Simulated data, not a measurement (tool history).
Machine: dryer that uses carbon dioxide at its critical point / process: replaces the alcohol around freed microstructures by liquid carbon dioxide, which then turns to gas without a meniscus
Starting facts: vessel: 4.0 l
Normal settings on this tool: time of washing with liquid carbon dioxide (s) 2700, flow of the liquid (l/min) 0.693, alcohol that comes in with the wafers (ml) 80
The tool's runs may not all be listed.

run   hour  time of washing with liquid carbon dioxide (s)  flow of the liquid (l/min)  alcohol that comes in with the wafers (ml)  alcohol left in the vessel before it's heated (ppm by volume)
  1      0                                            2700                       0.693                                          80                                                            101
  2   20.5                                            2700                       0.693                                          80                                                            102
  3   56.5                                            2640                       0.693                                          80                                                            110
  4   95.1                                            2700                       0.693                                          80                                                            111
  5  116.6                                            2700                       0.758                                          80                                                             77
  6    137                                            2700                       0.758                                          80                                                             87
  7  153.4                                            2700                       0.758                                          80                                                             85
  8    180                                            2700                       0.758                                          80                                                             82
  9  214.2                                            2700                       0.611                                          80                                                            181
 10  245.3                                            2700                       0.693                                          80                                                            119
 11  282.3                                            2700                       0.693                                          80                                                            124
 12  304.9                                            2700                       0.693                                          22                                                             79
 13  342.2                                            2700                       0.671                                          80                                                            140
 14  380.3                                            2700                       0.671                                          80                                                            140
 15  414.8                                            2700                       0.693                                          80                                                            130
 16  437.8                                            2700                       0.693                                          80                                                            128
 17  471.4                                            2700                       0.693                                          80                                                            138
 18  489.5                                            2700                       0.693                                          80                                                            134
 19  517.3                                            2700                       0.693                                          80                                                            138
 20  542.6                                            2700                       0.693                                          80                                                            135
 21  568.5                                            2700                       0.693                                          80                                                            136
 22  598.9                                            2700                       0.693                                          80                                                            141
 23  615.4                                            2700                       0.693                                          80                                                            146
 24  638.2                                            2040                       0.693                                          43                                                            226
 25  662.5                                            2940                       0.693                                          80                                                            107
 26  679.3                                            2940                       0.693                                          80                                                            107
 27  707.1                                            2640                       0.693                                          90                                                            172
 28  727.2                                            2700                       0.693                                          23                                                             90
 29  752.6                                            2700                       0.693                                          23                                                             96
 30  783.8                                            2280                       0.539                                          21                                                            212
 31  818.1                                            2700                       0.693                                          90                                                            165
 32  844.4                                            2520                       0.493                                          80                                                            622
 33    867                                            2700                       0.936                                          50                                                             92
 34  898.9                                            3960                       0.582                                          88                                                            113
 35  932.8                                            2700                       0.693                                          24                                                            109

The next listed run, before its measurement:
 36  960.3                                            1740                       0.918                                          42                                                              ?

Logged for run 36: alcohol left in the vessel before it's heated (ppm by volume) 164.
If the tool had no hidden condition, the same run with the same run-to-run variation would have returned alcohol left in the vessel before it's heated (ppm by volume) 48.
